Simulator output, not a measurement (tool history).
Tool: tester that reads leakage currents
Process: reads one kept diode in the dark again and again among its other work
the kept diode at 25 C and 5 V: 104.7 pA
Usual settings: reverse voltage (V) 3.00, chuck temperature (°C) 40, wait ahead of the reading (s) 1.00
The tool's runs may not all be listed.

run,day,reverse voltage (V),chuck temperature (°C),wait ahead of the reading (s),current that the tester gives (pA)
1,0.000,3.00,40,1.00,246.31
2,4.538,3.00,40,0.47,248.31
3,10.071,3.00,40,0.34,246.12
4,13.521,3.00,40,0.34,245.41
5,17.871,3.00,40,0.34,244.45
6,24.371,3.00,40,1.00,241.94
7,27.717,3.00,40,1.00,242.63
8,32.092,3.00,40,8.33,239.87
9,37.496,3.00,40,8.33,238.56
10,43.779,3.00,40,1.00,238.18
11,49.412,3.00,40,1.00,237.28
12,53.454,3.00,26,1.00,80.81
13,59.254,2.16,52,2.62,459.87
14,62.442,10.23,43,1.86,579.97
# day 62.958: probe card cleaned and baked
15,66.696,6.95,54,1.00,1005.91
16,71.325,6.95,54,1.00,1003.44
# day 73.354: probe card cleaned and baked, once more
17,77.100,1.04,40,1.86,128.59
18,83.367,3.00,40,2.27,230.34
19,88.008,3.00,25,0.86,71.92
20,94.108,3.00,25,0.31,72.86
21,97.650,1.90,33,9.02,103.98
22,103.796,3.38,33,9.02,142.48

Forecast run 23:
23,106.646,1.31,25,1.00,?

Run 23 gave current that the tester gives (pA) 44.49.
Without the tool's hidden state the same run would have given current that the tester gives (pA) 50.04.
